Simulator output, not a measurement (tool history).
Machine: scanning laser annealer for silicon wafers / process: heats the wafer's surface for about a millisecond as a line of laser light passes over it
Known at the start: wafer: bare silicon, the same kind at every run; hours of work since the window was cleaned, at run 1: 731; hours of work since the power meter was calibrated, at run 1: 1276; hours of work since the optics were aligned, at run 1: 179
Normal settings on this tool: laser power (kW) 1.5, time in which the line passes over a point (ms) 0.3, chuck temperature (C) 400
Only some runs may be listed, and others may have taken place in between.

run    hour  laser power (kW)  time in which the line passes over a point (ms)  chuck temperature (C)  hours of work since the window was cleaned  hours of work since the power meter was calibrated  hours of work since the optics were aligned  highest temperature of the surface (C)
  1       0               1.5                                              0.3                    400                                         731                                                1276                                          179                                    1162
  2    50.9               1.5                                            0.249                    400                                         771                                                1316                                          220                                    1086
  3    91.3               1.5                                            0.249                    400                                         803                                                1348                                          252                                    1086
  4   151.5               1.5                                            0.249                    400                                         851                                                1396                                          300                                    1082
  5   206.8               1.5                                            0.249                    398                                         896                                                1441                                          344                                    1077
  6   248.1               1.5                                            0.249                    398                                         928                                                1473                                          377                                    1071
      273.2  -- window over the wafer cleaned
  7   311.2             1.371                                              0.3                    400                                          30                                                1522                                          426                                    1117
  8   350.3             1.521                                              0.3                    400                                          61                                                1553                                          457                                    1199
  9   398.7             1.521                                              0.3                    400                                         100                                                1592                                          496                                    1195
 10   459.6             1.367                                              0.3                    400                                         149                                                1641                                          544                                    1108
 11   529.9             1.367                                              0.3                    400                                         205                                                1697                                          600                                    1102
 12   602.8             1.367                                              0.3                    400                                         263                                                1755                                          659                                    1100
 13   653.8             1.367                                              0.3                    400                                         304                                                1796                                          699                                    1099
 14   687.6             1.367                                              0.3                    400                                         331                                                1822                                          726                                    1096
      699.6  -- optics aligned, line set to its width
 15   742.7               1.5                                              0.3                    400                                         370                                                1862                                           34                                    1164
 16   810.7               1.5                                              0.3                    400                                         425                                                1917                                           89                                    1158
 17   868.2               1.5                                            0.227                    397                                         471                                                1963                                          135                                    1052
 18   913.3              1.31                                            0.222                    397                                         507                                                1998                                          170                                     957
 19   968.4               1.5                                            0.265                    372                                         551                                                2042                                          214                                    1078
 20  1040.3             1.416                                            0.336                    379                                         608                                                2100                                          272                                    1130
     1107.2  -- optics aligned, line set to its width, once more
 21  1118.2             1.547                                              0.3                    425                                         666                                                2158                                            9                                    1203
 22  1167.1             1.547                                              0.3                    425                                         705                                                2197                                           48                                    1202
 23  1217.8             1.547                                              0.3                    425                                         746                                                2237                                           88                                    1198
 24  1268.9             1.317                                            0.339                    372                                         786                                                2278                                          129                                    1064
 25  1311.3              1.56                                            0.334                    400                                         820                                                2312                                          163                                    1219
 26  1363.7              1.56                                            0.334                    400                                         862                                                2354                                          205                                    1221
 27    1421              1.56                                             0.36                    407                                         908                                                2400                                          250                                    1253
 28    1463              1.56                                             0.36                    407                                         941                                                2433                                          284                                    1249
     1470.8  -- window over the wafer cleaned
 29  1532.6              1.56                                             0.36                    407                                          49                                                2487                                          338                                    1299
 30    1590              1.56                                             0.36                    407                                          95                                                2533                                          384                                    1298

For some of the steps in highest temperature of the surface (C) from one run to the next: how much would appear even if the tool had no hidden state, given the settings, what came in and random variation, and how much remains for the hidden state plus any gauge scatter that the measured result and the result without hidden state don't share?
Hidden conditions of the tool in this case: light that passes the window, % of a clean one's; laser's true power over the reading, %; width of the line over the set one, %; drift of the gauge itself on peak_c, C.
Run 6 -> 7: laser power (kW) 1.5 -> 1.371, time in which the line passes over a point (ms) 0.249 -> 0.3, chuck temperature (C) 398 -> 400, window over the wafer cleaned. highest temperature of the surface (C) +46: hidden state +38, all else +8.
Run 18 -> 19: laser power (kW) 1.31 -> 1.5, time in which the line passes over a point (ms) 0.222 -> 0.265, chuck temperature (C) 397 -> 372. highest temperature of the surface (C) +121: hidden state -12, all else +133.
Run 23 -> 24: laser power (kW) 1.547 -> 1.317, time in which the line passes over a point (ms) 0.3 -> 0.339, chuck temperature (C) 425 -> 372. highest temperature of the surface (C) -134: hidden state +4, all else -138.
Run 24 -> 25: laser power (kW) 1.317 -> 1.56, time in which the line passes over a point (ms) 0.339 -> 0.334, chuck temperature (C) 372 -> 400. highest temperature of the surface (C) +155: hidden state -13, all else +168.
Run 28 -> 29: window over the wafer cleaned. highest temperature of the surface (C) +50: hidden state +50, all else +0.

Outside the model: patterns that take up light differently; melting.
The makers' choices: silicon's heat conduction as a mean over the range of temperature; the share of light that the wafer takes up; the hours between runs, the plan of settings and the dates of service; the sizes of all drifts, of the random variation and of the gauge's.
